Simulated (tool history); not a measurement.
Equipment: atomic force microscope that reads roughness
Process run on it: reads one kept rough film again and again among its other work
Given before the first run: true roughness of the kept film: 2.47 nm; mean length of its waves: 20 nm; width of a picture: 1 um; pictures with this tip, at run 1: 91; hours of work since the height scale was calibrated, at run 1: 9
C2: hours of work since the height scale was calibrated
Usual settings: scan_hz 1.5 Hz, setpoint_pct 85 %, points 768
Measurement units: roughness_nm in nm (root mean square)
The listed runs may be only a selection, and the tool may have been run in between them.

{"run": 1, "day": 0.0, "scan_hz": 1.5, "setpoint_pct": 85, "points": 768, "pictures with this tip": 91, "C2": 9, "roughness_nm": 1.48}
{"run": 2, "day": 0.417, "scan_hz": 1.5, "setpoint_pct": 85, "points": 768, "pictures with this tip": 110, "C2": 16, "roughness_nm": 1.406}
{"day": 1.179, "done": "new tip fitted"}
{"run": 3, "day": 1.279, "scan_hz": 1.5, "setpoint_pct": 85, "points": 768, "pictures with this tip": 5, "C2": 29, "roughness_nm": 1.771}
{"run": 4, "day": 2.129, "scan_hz": 1.5, "setpoint_pct": 85, "points": 768, "pictures with this tip": 44, "C2": 42, "roughness_nm": 1.613}
{"day": 2.267, "done": "height scale calibrated on a step standard"}
{"run": 5, "day": 2.804, "scan_hz": 1.89, "setpoint_pct": 85, "points": 768, "pictures with this tip": 73, "C2": 8, "roughness_nm": 1.472}
{"run": 6, "day": 3.408, "scan_hz": 1.89, "setpoint_pct": 85, "points": 768, "pictures with this tip": 101, "C2": 18, "roughness_nm": 1.38}
{"day": 4.05, "done": "height scale calibrated on a step standard, once more"}
{"run": 7, "day": 4.288, "scan_hz": 1.89, "setpoint_pct": 85, "points": 768, "pictures with this tip": 140, "C2": 4, "roughness_nm": 1.284}
{"day": 4.396, "done": "new tip fitted"}
{"run": 8, "day": 5.204, "scan_hz": 1.04, "setpoint_pct": 68, "points": 984, "pictures with this tip": 37, "C2": 18, "roughness_nm": 1.791}
{"run": 9, "day": 6.196, "scan_hz": 1.04, "setpoint_pct": 68, "points": 984, "pictures with this tip": 83, "C2": 33, "roughness_nm": 1.615}
{"run": 10, "day": 7.067, "scan_hz": 1.04, "setpoint_pct": 68, "points": 984, "pictures with this tip": 123, "C2": 47, "roughness_nm": 1.496}
{"day": 7.521, "done": "new tip fitted"}
{"run": 11, "day": 7.825, "scan_hz": 1.04, "setpoint_pct": 68, "points": 984, "pictures with this tip": 14, "C2": 59, "roughness_nm": 1.952}
{"run": 12, "day": 8.792, "scan_hz": 1.04, "setpoint_pct": 68, "points": 984, "pictures with this tip": 59, "C2": 74, "roughness_nm": 1.748}

Predict each of these 4 candidate next runs independently; none follows another, all start after run 12:
{"run": "A", "day": 9.662, "scan_hz": 1.04, "setpoint_pct": 70, "points": 984, "pictures with this tip": 99, "C2": 88, "roughness_nm": "?"}
{"run": "B", "day": 9.662, "scan_hz": 1.5, "setpoint_pct": 75, "points": 486, "pictures with this tip": 99, "C2": 88, "roughness_nm": "?"}
{"run": "C", "day": 9.662, "scan_hz": 1.5, "setpoint_pct": 66, "points": 768, "pictures with this tip": 99, "C2": 88, "roughness_nm": "?"}
{"run": "D", "day": 9.662, "scan_hz": 1.13, "setpoint_pct": 69, "points": 677, "pictures with this tip": 99, "C2": 88, "roughness_nm": "?"}

run=A roughness_nm=1.587
run=B roughness_nm=1.525
run=C roughness_nm=1.592
run=D roughness_nm=1.594
Had the tool no hidden state, the same runs would have come out as:
run=A roughness_nm=2.002
run=B roughness_nm=1.924
run=C roughness_nm=2.007
run=D roughness_nm=2.007
